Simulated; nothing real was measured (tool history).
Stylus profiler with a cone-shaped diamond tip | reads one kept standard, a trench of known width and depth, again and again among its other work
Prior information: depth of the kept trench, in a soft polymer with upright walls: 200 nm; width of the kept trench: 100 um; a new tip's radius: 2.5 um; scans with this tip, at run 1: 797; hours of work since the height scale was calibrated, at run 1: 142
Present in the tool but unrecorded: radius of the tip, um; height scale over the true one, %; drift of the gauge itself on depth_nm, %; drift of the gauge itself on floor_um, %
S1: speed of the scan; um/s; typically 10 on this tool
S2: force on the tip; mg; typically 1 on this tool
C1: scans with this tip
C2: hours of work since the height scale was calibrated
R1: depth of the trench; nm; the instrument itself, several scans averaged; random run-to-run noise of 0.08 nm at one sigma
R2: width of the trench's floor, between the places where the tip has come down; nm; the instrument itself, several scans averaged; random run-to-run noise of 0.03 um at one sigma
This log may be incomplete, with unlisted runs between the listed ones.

| run | hour | S1 | S2 | C1 | C2 | R1 | R2 |
|---|---|---|---|---|---|---|---|
| 1 | 0 | 10 | 1 | 797 | 142 | 201.8 | 97850 |
| 2 | 21.9 | 10 | 1 | 863 | 154 | 202.03 | 97890 |
| 3 | 46.7 | 10 | 2.83 | 937 | 167 | 203.7 | 97960 |
| 4 | 74.8 | 10 | 2.83 | 1021 | 182 | 203.62 | 97910 |
| 5 | 92.1 | 10 | 2.83 | 1073 | 192 | 203.63 | 97910 |
| 6 | 120.9 | 10 | 0.37 | 1159 | 207 | 200.82 | 97770 |
| 7 | 138.1 | 10 | 0.37 | 1211 | 216 | 201.01 | 97760 |
| 8 | 158.9 | 10 | 0.37 | 1273 | 227 | 200.8 | 97790 |
| 9 | 174 | 10 | 0.37 | 1318 | 235 | 200.89 | 97760 |
| 10 | 202.7 | 10 | 0.37 | 1404 | 251 | 200.74 | 97800 |
| 11 | 217.1 | 10 | 0.42 | 1447 | 258 | 200.91 | 97810 |
| 12 | 235.8 | 10 | 1 | 1503 | 268 | 201.74 | 97820 |
| 13 | 252.7 | 10 | 1 | 1553 | 277 | 201.7 | 97850 |
| 14 | 268.9 | 10 | 1 | 1601 | 286 | 201.62 | 97850 |
| 15 | 287.6 | 10 | 1 | 1657 | 296 | 201.76 | 97800 |
| 16 | 314.2 | 10 | 1 | 1737 | 310 | 201.74 | 97820 |
| 17 | 331.7 | 10 | 1 | 1789 | 319 | 201.62 | 97830 |
| 18 | 343.5 | 10 | 1 | 1825 | 326 | 201.78 | 97780 |
| 19 | 361.4 | 10 | 1 | 1878 | 335 | 201.66 | 97820 |
| 20 | 386.9 | 10 | 1 | 1955 | 349 | 201.56 | 97840 |
| 21 | 399.9 | 10 | 0.88 | 1993 | 356 | 201.55 | 97790 |
| 22 | 422.5 | 10 | 0.88 | 2061 | 368 | 201.56 | 97810 |
| 23 | 450.9 | 10 | 0.88 | 2146 | 383 | 201.43 | 97790 |
| 24 | 472.5 | 10 | 1 | 2211 | 395 | 201.62 | 97750 |
| 25 | 488.6 | 10 | 2.43 | 2259 | 403 | 203.1 | 97810 |
| 26 | 515.4 | 2 | 2.78 | 2339 | 418 | 203.47 | 97840 |
| 27 | 538.5 | 2 | 2.78 | 2408 | 430 | 203.44 | 97860 |
| 28 | 554.1 | 2 | 2.78 | 2455 | 438 | 203.41 | 97880 |
| 29 | 579.6 | 25 | 1.22 | 2531 | 452 | 201.73 | 97650 |
| 30 | 606.6 | 25 | 1.22 | 2612 | 466 | 201.99 | 97600 |
| 31 | 621 | 6 | 2.13 | 2655 | 474 | 202.85 | 97800 |
| 32 | 646.3 | 6 | 2.16 | 2730 | 487 | 202.87 | 97820 |
| 33 | 657.9 | 21 | 2.54 | 2765 | 494 | 203.11 | 97690 |
|  | 661.1 | height scale calibrated on a step standard |
| 34 | 679.7 | 21 | 2.54 | 2828 | 10 | 202.91 | 97710 |
| 35 | 704.7 | 21 | 2.54 | 2903 | 23 | 203.02 | 97640 |
| 36 | 730.5 | 26 | 0.66 | 2981 | 37 | 200.92 | 97520 |
|  | 740.9 | height scale calibrated on a step standard, once more |
| 37 | 743 | 30 | 0.43 | 3016 | 1 | 201.22 | 97390 |
| 38 | 770.2 | 2 | 2.39 | 3098 | 16 | 203.47 | 97780 |
| 39 | 798.8 | 5 | 1 | 3183 | 31 | 201.86 | 97760 |
| 40 | 822.6 | 5 | 1.02 | 3254 | 44 | 202.08 | 97740 |
| 41 | 839.3 | 5 | 1.02 | 3304 | 53 | 201.87 | 97720 |
| 42 | 864 | 4 | 1.39 | 3378 | 66 | 202.34 | 97720 |
| 43 | 892.7 | 4 | 1.39 | 3464 | 81 | 202.33 | 97820 |
| 44 | 917.3 | 11 | 0.7 | 3538 | 94 | 201.43 | 97620 |
| 45 | 939.1 | 34 | 0.7 | 3603 | 106 | 201.38 | 97280 |
| 46 | 954.7 | 13 | 0.76 | 3649 | 114 | 201.48 | 97660 |
| 47 | 981.9 | 40 | 1.16 | 3731 | 129 | 201.99 | 97410 |

Consider 3 possible next runs. They are alternatives, not a sequence: every one starts from the tool as it was left by run 47. What does each give?
| A | 994.2 | 22 | 0.39 | 3767 | 135 | ? | ? |
| B | 994.2 | 10 | 0.9 | 3767 | 135 | ? | ? |
| C | 994.2 | 12 | 1.16 | 3767 | 135 | ? | ? |

| run | R1 | R2 |
|---|---|---|
| A | 201.07 | 97430 |
| B | 201.85 | 97620 |
| C | 202.07 | 97690 |
With the hidden condition removed and each run's random variation left untouched, the same runs would have given:
| run | R1 | R2 |
|---|---|---|
| A | 201.12 | 97720 |
| B | 201.91 | 97910 |
| C | 202.12 | 97980 |
